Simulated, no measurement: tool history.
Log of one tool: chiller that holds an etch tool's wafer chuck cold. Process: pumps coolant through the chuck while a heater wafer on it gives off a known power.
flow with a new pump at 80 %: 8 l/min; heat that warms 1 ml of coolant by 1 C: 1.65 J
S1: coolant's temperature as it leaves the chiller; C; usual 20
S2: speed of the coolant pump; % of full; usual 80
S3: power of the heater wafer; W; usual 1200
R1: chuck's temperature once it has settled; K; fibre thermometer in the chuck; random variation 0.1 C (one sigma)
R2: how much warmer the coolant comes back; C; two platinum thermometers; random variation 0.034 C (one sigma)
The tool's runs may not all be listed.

run 1 hour=0.0 | S1=20 S2=80 S3=1200 | R1=303.75 R2=5.46
run 2 hour=21.6 | S1=20 S2=68 S3=1200 | R1=305.15 R2=6.57
run 3 hour=55.7 | S1=20 S2=68 S3=1200 | R1=305.35 R2=6.53
run 4 hour=93.9 | S1=20 S2=68 S3=1200 | R1=305.55 R2=6.56
run 5 hour=123.1 | S1=20 S2=68 S3=1200 | R1=305.25 R2=6.53
run 6 hour=142.2 | S1=20 S2=68 S3=1200 | R1=305.35 R2=6.58
run 7 hour=174.1 | S1=20 S2=80 S3=1200 | R1=303.75 R2=5.51
run 8 hour=196.6 | S1=20 S2=80 S3=1200 | R1=303.85 R2=5.45
run 9 hour=212.8 | S1=20 S2=80 S3=1200 | R1=303.75 R2=5.48
run 10 hour=243.7 | S1=20 S2=80 S3=1594 | R1=307.25 R2=7.24
run 11 hour=261.7 | S1=20 S2=80 S3=1594 | R1=307.35 R2=7.31
run 12 hour=286.1 | S1=20 S2=80 S3=1200 | R1=303.85 R2=5.41
run 13 hour=310.7 | S1=13 S2=90 S3=1434 | R1=297.75 R2=5.77
run 14 hour=337.4 | S1=19 S2=67 S3=923 | R1=301.75 R2=5.14
run 15 hour=357.8 | S1=19 S2=67 S3=923 | R1=301.65 R2=5.18
run 16 hour=382.8 | S1=19 S2=67 S3=923 | R1=301.65 R2=5.08
run 17 hour=399.8 | S1=16 S2=80 S3=1200 | R1=299.85 R2=5.40
run 18 hour=424.7 | S1=18 S2=66 S3=1247 | R1=304.15 R2=7.08
run 19 hour=445.7 | S1=18 S2=66 S3=1247 | R1=304.05 R2=6.95
run 20 hour=480.0 | S1=18 S2=66 S3=1247 | R1=304.25 R2=7.01
run 21 hour=505.1 | S1=22 S2=84 S3=1323 | R1=306.45 R2=5.72

The next listed run, before its measurement:
run 22 hour=533.3 | S1=12 S2=67 S3=684 | R1=? R2=?

R1: 291.95 K
R2: 3.84 C
Without the tool's hidden state the same run would have given R1 291.95 K, R2 3.84 C.
